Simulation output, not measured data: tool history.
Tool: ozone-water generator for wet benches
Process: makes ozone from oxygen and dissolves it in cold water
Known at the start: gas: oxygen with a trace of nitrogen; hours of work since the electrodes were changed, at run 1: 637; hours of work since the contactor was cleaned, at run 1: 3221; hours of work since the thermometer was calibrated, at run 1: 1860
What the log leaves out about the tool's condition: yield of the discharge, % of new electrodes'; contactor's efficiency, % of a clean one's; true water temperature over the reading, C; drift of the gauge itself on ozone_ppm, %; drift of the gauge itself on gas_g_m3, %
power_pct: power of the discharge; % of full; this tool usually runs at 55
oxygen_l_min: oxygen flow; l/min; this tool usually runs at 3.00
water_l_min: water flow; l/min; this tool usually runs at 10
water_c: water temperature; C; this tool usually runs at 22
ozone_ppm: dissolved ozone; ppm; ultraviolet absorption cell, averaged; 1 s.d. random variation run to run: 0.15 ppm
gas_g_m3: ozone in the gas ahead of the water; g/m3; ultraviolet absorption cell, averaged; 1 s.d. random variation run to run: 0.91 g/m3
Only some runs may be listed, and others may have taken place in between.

run	hour	power_pct	oxygen_l_min	water_l_min	water_c	hours of work since the electrodes were changed	hours of work since the contactor was cleaned	hours of work since the thermometer was calibrated	ozone_ppm	gas_g_m3
1	0.0	55	3.00	10	22	637	3221	1860	16.8	149.3
2	22.0	55	3.00	10	22	652	3235	1875	16.4	148.1
3	43.3	55	3.00	10	22	666	3250	1890	16.3	147.5
4	67.4	55	3.85	10	22	683	3266	1906	16.2	127.4
5	79.9	55	3.85	10	22	691	3275	1914	16.2	130.9
6	99.2	55	3.85	10	22	704	3288	1927	16.4	130.8
7	116.7	55	3.85	10	22	716	3299	1939	16.0	128.5
8	132.6	55	3.85	10	22	727	3310	1950	16.4	127.2
9	147.4	55	3.00	6	22	737	3320	1960	22.3	147.4
10	160.2	55	3.00	6	22	745	3329	1968	22.2	148.4
11	182.6	55	3.00	10	15	760	3344	1984	18.5	147.4
12	209.3	55	3.00	10	22	778	3362	2002	16.5	147.5
13	224.7	55	3.00	10	24	789	3372	2012	16.0	146.6
14	238.5	55	3.00	10	22	798	3382	2021	16.6	146.0
15	255.5	55	3.00	10	22	810	3393	2033	16.6	147.5
16	274.3	55	3.00	10	22	822	3406	2045	16.5	146.7
17	290.3	55	3.00	10	22	833	3417	2056	16.8	146.3
18	319.9	70	3.00	6	24	853	3437	2076	25.0	173.9
# hour 321.9: water thermometer calibrated
19	347.5	41	1.90	10	24	871	3455	17	12.9	152.4
20	369.1	40	1.50	8	25	886	3469	32	14.6	167.7
21	382.0	46	2.00	9	25	895	3478	41	15.0	158.7
22	407.1	51	2.21	10	25	912	3495	58	15.1	163.1
# hour 412.1: water thermometer calibrated, once more
23	437.0	51	2.21	10	25	931	3515	17	15.0	160.8
24	458.9	55	1.78	9	18	946	3530	32	18.6	191.4
25	484.1	55	2.56	9	18	963	3547	49	18.8	159.0
26	501.7	55	2.56	9	18	975	3559	60	19.1	158.6
27	525.5	93	2.48	9	18	991	3575	77	27.8	234.5
28	553.3	58	4.32	9	20	1010	3593	95	18.4	124.9
29	568.5	58	4.32	9	20	1020	3604	106	18.5	124.0
30	589.0	58	4.32	9	20	1034	3618	119	18.4	124.2
31	609.3	74	4.31	13	30	1048	3631	133	14.5	148.7
32	630.2	55	3.00	16	15	1062	3645	147	12.7	145.4

Consider 4 possible next runs. They are alternatives, not a sequence: every one starts from the tool as it was left by run 32. What does each give?
A	651.4	55	3.00	8	22	1076	3660	162	?	?
B	651.4	49	3.00	10	22	1076	3660	162	?	?
C	651.4	55	1.74	10	22	1076	3660	162	?	?
D	651.4	55	3.00	14	23	1076	3660	162	?	?

run	ozone_ppm	gas_g_m3
A	19.0	146.9
B	15.3	134.9
C	16.4	193.8
D	12.9	147.1
Had the tool no hidden state, the same runs would have come out as:
run	ozone_ppm	gas_g_m3
A	20.2	151.9
B	16.3	139.0
C	17.5	200.4
D	13.8	152.1

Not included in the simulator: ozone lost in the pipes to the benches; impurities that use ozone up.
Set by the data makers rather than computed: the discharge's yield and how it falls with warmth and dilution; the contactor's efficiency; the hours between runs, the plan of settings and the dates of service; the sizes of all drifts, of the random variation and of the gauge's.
